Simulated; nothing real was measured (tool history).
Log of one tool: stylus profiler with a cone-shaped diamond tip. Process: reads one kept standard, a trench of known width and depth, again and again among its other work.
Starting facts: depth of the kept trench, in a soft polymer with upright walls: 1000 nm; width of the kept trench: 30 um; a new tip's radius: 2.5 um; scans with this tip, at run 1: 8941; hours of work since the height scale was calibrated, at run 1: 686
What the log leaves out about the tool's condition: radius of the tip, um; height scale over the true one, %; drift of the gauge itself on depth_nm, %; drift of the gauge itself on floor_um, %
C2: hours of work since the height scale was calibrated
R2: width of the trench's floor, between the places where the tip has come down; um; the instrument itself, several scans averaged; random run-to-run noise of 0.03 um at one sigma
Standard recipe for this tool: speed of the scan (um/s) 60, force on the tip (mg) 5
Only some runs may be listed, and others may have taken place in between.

Run 1, hour 0: usual settings; scans with this tip 8941; C2 686. Result: depth of the trench (Å) 10108.2, R2 23.02 um.
Run 2, hour 36.3: usual settings; scans with this tip 9215; C2 707. Result: depth of the trench (Å) 10107.6, R2 22.97 um.
Run 3, hour 94.5: usual settings but speed of the scan (um/s) 70; scans with this tip 9655; C2 741. Result: depth of the trench (Å) 10106.6, R2 22.75 um.
At hour 104.5: new tip fitted, height scale calibrated.
Run 4, hour 155: usual settings but speed of the scan (um/s) 134; scans with this tip 382; C2 29. Result: depth of the trench (Å) 10114.3, R2 25.42 um.
Run 5, hour 189.1: usual settings; scans with this tip 640; C2 49. Result: depth of the trench (Å) 10117, R2 25.61 um.
Run 6, hour 232.1: usual settings; scans with this tip 965; C2 74. Result: depth of the trench (Å) 10115.9, R2 25.46 um.
Run 7, hour 258.7: usual settings; scans with this tip 1166; C2 89. Result: depth of the trench (Å) 10115.9, R2 25.37 um.
At hour 262.6: height scale calibrated on a step standard.
Run 8, hour 294.4: usual settings; scans with this tip 1432; C2 18. Result: depth of the trench (Å) 10113.4, R2 25.26 um.
Run 9, hour 325.4: usual settings; scans with this tip 1667; C2 36. Result: depth of the trench (Å) 10113.6, R2 25.17 um.
Run 10, hour 350.7: usual settings but speed of the scan (um/s) 54; scans with this tip 1858; C2 51. Result: depth of the trench (Å) 10114.8, R2 25.14 um.
Run 11, hour 382: usual settings but speed of the scan (um/s) 54; scans with this tip 2095; C2 69. Result: depth of the trench (Å) 10111.1, R2 25.07 um.
Run 12, hour 434: usual settings but speed of the scan (um/s) 54; scans with this tip 2488; C2 99. Result: depth of the trench (Å) 10114.4, R2 24.9 um.
Run 13, hour 471.6: usual settings but speed of the scan (um/s) 54; scans with this tip 2773; C2 121. Result: depth of the trench (Å) 10111.3, R2 24.86 um.
Run 14, hour 504.6: usual settings but speed of the scan (um/s) 54; scans with this tip 3022; C2 140. Result: depth of the trench (Å) 10112.3, R2 24.78 um.
Run 15, hour 544.4: usual settings but speed of the scan (um/s) 54; scans with this tip 3323; C2 164. Result: depth of the trench (Å) 10111.5, R2 24.68 um.
Run 16, hour 604.6: usual settings but force on the tip (mg) 11.23; scans with this tip 3778; C2 198. Result: depth of the trench (Å) 10195.7, R2 24.55 um.
At hour 642.9: height scale calibrated on a step standard, once more.
Run 17, hour 662.5: usual settings but force on the tip (mg) 11.23; scans with this tip 4212; C2 11. Result: depth of the trench (Å) 10200.9, R2 24.39 um.
Run 18, hour 687.8: usual settings but speed of the scan (um/s) 76; scans with this tip 4403; C2 26. Result: depth of the trench (Å) 10112.8, R2 24.25 um.
Run 19, hour 743: usual settings but speed of the scan (um/s) 54, force on the tip (mg) 1.68; scans with this tip 4821; C2 58. Result: depth of the trench (Å) 10050.1, R2 24.08 um.
Run 20, hour 772.6: usual settings but speed of the scan (um/s) 54, force on the tip (mg) 1.68; scans with this tip 5045; C2 75. Result: depth of the trench (Å) 10048.9, R2 24.01 um.
Run 21, hour 803.7: usual settings but speed of the scan (um/s) 45, force on the tip (mg) 4.65; scans with this tip 5280; C2 93. Result: depth of the trench (Å) 10106.3, R2 24.13 um.

Consider 5 possible next runs. They are alternatives, not a sequence: every one starts from the tool as it was left by run 21. What does each give?
Run A, hour 847.5: usual settings but speed of the scan (um/s) 52, force on the tip (mg) 2.02; scans with this tip 5611; C2 119. Result: depth of the trench (Å) ?, R2 ?.
Run B, hour 847.5: usual settings but speed of the scan (um/s) 197, force on the tip (mg) 2.09; scans with this tip 5611; C2 119. Result: depth of the trench (Å) ?, R2 ?.
Run C, hour 847.5: usual settings but speed of the scan (um/s) 22, force on the tip (mg) 2.09; scans with this tip 5611; C2 119. Result: depth of the trench (Å) ?, R2 ?.
Run D, hour 847.5: usual settings but speed of the scan (um/s) 65, force on the tip (mg) 6.59; scans with this tip 5611; C2 119. Result: depth of the trench (Å) ?, R2 ?.
Run E, hour 847.5: usual settings but speed of the scan (um/s) 21, force on the tip (mg) 14.93; scans with this tip 5611; C2 119. Result: depth of the trench (Å) ?, R2 ?.

run  depth of the trench (Å)     R2
  A                  10059.9  23.94
  B                    10062  23.26
  C                  10059.2  24.05
  D                  10135.4  24.01
  E                  10239.8  24.13
Stripped of hidden state, with their random variation kept, the same runs would have yielded:
run  depth of the trench (Å)     R2
  A                  10067.2   25.8
  B                  10069.3  25.11
  C                  10066.5  25.91
  D                  10142.8  25.86
  E                  10247.3  25.98

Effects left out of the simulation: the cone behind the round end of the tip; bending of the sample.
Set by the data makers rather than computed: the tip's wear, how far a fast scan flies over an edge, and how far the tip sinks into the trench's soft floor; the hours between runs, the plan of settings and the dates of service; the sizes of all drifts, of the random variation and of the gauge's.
